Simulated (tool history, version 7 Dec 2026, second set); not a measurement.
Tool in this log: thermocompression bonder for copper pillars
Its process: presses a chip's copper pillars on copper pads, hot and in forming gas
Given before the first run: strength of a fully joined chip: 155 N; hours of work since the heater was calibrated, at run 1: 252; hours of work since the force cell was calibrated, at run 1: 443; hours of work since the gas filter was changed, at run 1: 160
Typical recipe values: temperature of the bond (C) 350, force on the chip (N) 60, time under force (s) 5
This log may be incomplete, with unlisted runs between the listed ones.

run   hour  temperature of the bond (C)  force on the chip (N)  time under force (s)  hours of work since the heater was calibrated  hours of work since the force cell was calibrated  hours of work since the gas filter was changed  force that shears a chip off (N)
  1      0                          350                     60                     5                                            252                                                443                                             160                              75.9
  2    9.7                          350                     60                     5                                            256                                                447                                             164                              75.3
      26.5  -- forming gas filter changed
  3   28.7                          350                     60                     5                                            264                                                454                                               1                              82.3
  4   43.2                          350                     60                     5                                            270                                                460                                               7                              82.2
  5   60.5                          350                     60                     5                                            277                                                468                                              14                              81.6
  6   72.9                          350                     60                     5                                            283                                                473                                              19                              81.5
  7   90.2                          350                     60                     5                                            290                                                480                                              27                                80
  8     99                          350                     60                     5                                            293                                                484                                              30                              80.6
  9  112.7                          364                     60                     5                                            299                                                489                                              36                              91.7
 10  129.6                          364                     60                     5                                            306                                                496                                              43                              88.3
 11  143.3                          350                     84                     5                                            312                                                502                                              49                              98.5
 12  161.2                          350                     84                     5                                            319                                                510                                              56                              97.2
 13  172.6                          350                     60                     5                                            324                                                514                                              61                              79.2
 14  189.4                          345                     60                     5                                            331                                                521                                              68                              73.9
 15  200.4                          350                     60                     6                                            336                                                526                                              73                              82.6
     203.7  -- heater calibrated with a thermocouple chip
 16  216.4                          350                     60                     6                                              5                                                532                                              78                              80.2
 17  224.2                          350                     60                     6                                              9                                                535                                              82                              82.9
     242.2  -- heater calibrated with a thermocouple chip, once more
 18    244                          350                     60                     6                                              1                                                543                                              89                              86.1
 19    258                          350                     60                     6                                              7                                                548                                              95                              84.3
 20  267.7                          365                     46                     5                                             11                                                552                                              99                              75.3
 21  285.5                          334                     46                     5                                             18                                                560                                             106                              54.1
 22  301.8                          330                     46                     5                                             25                                                567                                             113                                51
 23  312.6                          374                     40                     7                                             29                                                571                                             118                              80.7
 24  330.4                          374                     40                     7                                             37                                                579                                             125                              81.6
 25  344.3                          357                     80                     7                                             43                                                584                                             131                               107
 26  352.1                          334                     65                     9                                             46                                                588                                             134                              83.5
 27  365.6                          344                     88                     6                                             51                                                593                                             140                              97.2
 28  382.7                          360                     70                     6                                             59                                                600                                             147                              95.7
 29  394.9                          360                     70                     6                                             64                                                605                                             152                              95.6
 30  403.6                          360                     51                     6                                             67                                                609                                             156                              79.6
 31  420.1                          350                     60                    10                                             74                                                616                                             162                              94.8
 32    437                          372                     51                     9                                             81                                                623                                             170                              97.6
     440.1  -- forming gas filter changed
 33  445.5                          372                     51                     9                                             85                                                626                                               2                             105.9
 34  461.3                          372                     51                     9                                             91                                                633                                               9                             106.9
 35  476.3                          350                     51                     4                                             97                                                639                                              15                                68
 36  489.9                          350                     51                     4                                            103                                                645                                              21                              66.1

Each run again, without the hidden state but with its own random variation kept:
Hidden state present: true temperature of the bond over the reading, C; force that reaches the chip, % of what is set; oxide that the forming gas leaves, % of the face; drift of the gauge itself on shear_n, %.
run  force that shears a chip off (N)
  1                              87.3
  2                                87
  3                              86.1
  4                              86.4
  5                              86.3
  6                              86.6
  7                              85.5
  8                              86.3
  9                              97.9
 10                              94.8
 11                               106
 12                             105.1
 13                              86.7
 14                              81.5
 15                              91.1
 16                              89.5
 17                              92.6
 18                              93.1
 19                              91.6
 20                              82.2
 21                              59.7
 22                              56.6
 23                              89.1
 24                              90.6
 25                             118.1
 26                              93.3
 27                             108.5
 28                             107.4
 29                             107.6
 30                              90.4
 31                             107.8
 32                             111.3
 33                             109.4
 34                             110.8
 35                              71.8
 36                              70.1
